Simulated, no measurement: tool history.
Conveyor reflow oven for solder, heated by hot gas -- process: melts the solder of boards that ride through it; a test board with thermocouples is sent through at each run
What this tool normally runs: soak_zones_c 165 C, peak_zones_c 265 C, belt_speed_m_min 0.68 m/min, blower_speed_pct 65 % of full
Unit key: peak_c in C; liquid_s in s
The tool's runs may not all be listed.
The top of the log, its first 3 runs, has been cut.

| run | day | soak_zones_c | peak_zones_c | belt_speed_m_min | blower_speed_pct | hours of work since the flux was cleaned out | hours of work since the belt drive was overhauled | hours of work since the thermocouples were changed | peak_c | liquid_s |
|---|---|---|---|---|---|---|---|---|---|---|
| 4 | 7.4 | 165 | 267 | 0.68 | 65 | 148 | 1010 | 1010 | 244.5 | 31.9 |
|  | 9.112 | flux residue cleaned out of gas plates and filters |
| 5 | 10.762 | 165 | 265 | 0.68 | 65 | 30 | 1067 | 1067 | 242.9 | 30.9 |
| 6 | 13.471 | 165 | 265 | 0.68 | 65 | 78 | 1115 | 1115 | 242.7 | 30.9 |
| 7 | 15.608 | 165 | 265 | 0.68 | 65 | 117 | 1154 | 1154 | 243.1 | 31.1 |
| 8 | 18.638 | 165 | 265 | 0.68 | 65 | 171 | 1208 | 1208 | 242 | 30.4 |
|  | 19.054 | flux residue cleaned out of gas plates and filters |
| 9 | 21.408 | 165 | 265 | 0.68 | 88 | 42 | 1254 | 1254 | 250.3 | 36.6 |
| 10 | 23.446 | 165 | 265 | 0.68 | 88 | 79 | 1291 | 1291 | 249.9 | 36.6 |
| 11 | 25.071 | 165 | 265 | 0.68 | 88 | 108 | 1320 | 1320 | 250 | 36.5 |
| 12 | 27.858 | 165 | 265 | 0.68 | 88 | 158 | 1370 | 1370 | 249.9 | 36.8 |
|  | 29.092 | flux residue cleaned out of gas plates and filters |
|  | 29.175 | thermocouples of zones 6 and 7 changed |
| 13 | 29.683 | 165 | 265 | 0.68 | 88 | 9 | 1398 | 9 | 250.3 | 37.2 |
|  | 30.3 | belt drive overhauled, speed set with a stopwatch |
| 14 | 32.283 | 165 | 265 | 0.68 | 66 | 53 | 36 | 53 | 242.9 | 31.2 |
| 15 | 34.388 | 165 | 259 | 0.68 | 66 | 91 | 74 | 91 | 238 | 27.3 |
| 16 | 35.783 | 165 | 259 | 0.68 | 66 | 116 | 99 | 116 | 238.1 | 27.5 |
| 17 | 38.738 | 165 | 259 | 0.68 | 66 | 169 | 152 | 169 | 238 | 27.8 |
|  | 39.217 | flux residue cleaned out of gas plates and filters |
| 18 | 40.921 | 164 | 265 | 0.614 | 65 | 31 | 187 | 204 | 246.2 | 37.3 |
| 19 | 43.671 | 164 | 262 | 0.663 | 90 | 80 | 237 | 254 | 248.8 | 37.1 |
| 20 | 45.583 | 164 | 262 | 0.663 | 90 | 115 | 271 | 288 | 248.1 | 36.7 |
| 21 | 47.425 | 154 | 276 | 0.629 | 58 | 148 | 304 | 321 | 249.6 | 35.3 |
|  | 49.238 | flux residue cleaned out of gas plates and filters |
| 22 | 50.671 | 154 | 276 | 0.629 | 58 | 26 | 359 | 376 | 249.5 | 35.3 |
| 23 | 52.858 | 154 | 277 | 0.629 | 71 | 65 | 398 | 415 | 256 | 40.3 |
| 24 | 54.683 | 154 | 277 | 0.629 | 71 | 98 | 431 | 448 | 256.5 | 39.8 |

For run 25, what comes out?
| 25 | 56.008 | 167 | 258 | 0.629 | 71 | 122 | 455 | 472 | ? | ? |

{"run 25": {"peak_c": 242.4, "liquid_s": 34.7}}
Were there no unlogged condition in the tool, this run, its random variation unchanged, would have produced peak_c 242.5 C, liquid_s 34.7 s.

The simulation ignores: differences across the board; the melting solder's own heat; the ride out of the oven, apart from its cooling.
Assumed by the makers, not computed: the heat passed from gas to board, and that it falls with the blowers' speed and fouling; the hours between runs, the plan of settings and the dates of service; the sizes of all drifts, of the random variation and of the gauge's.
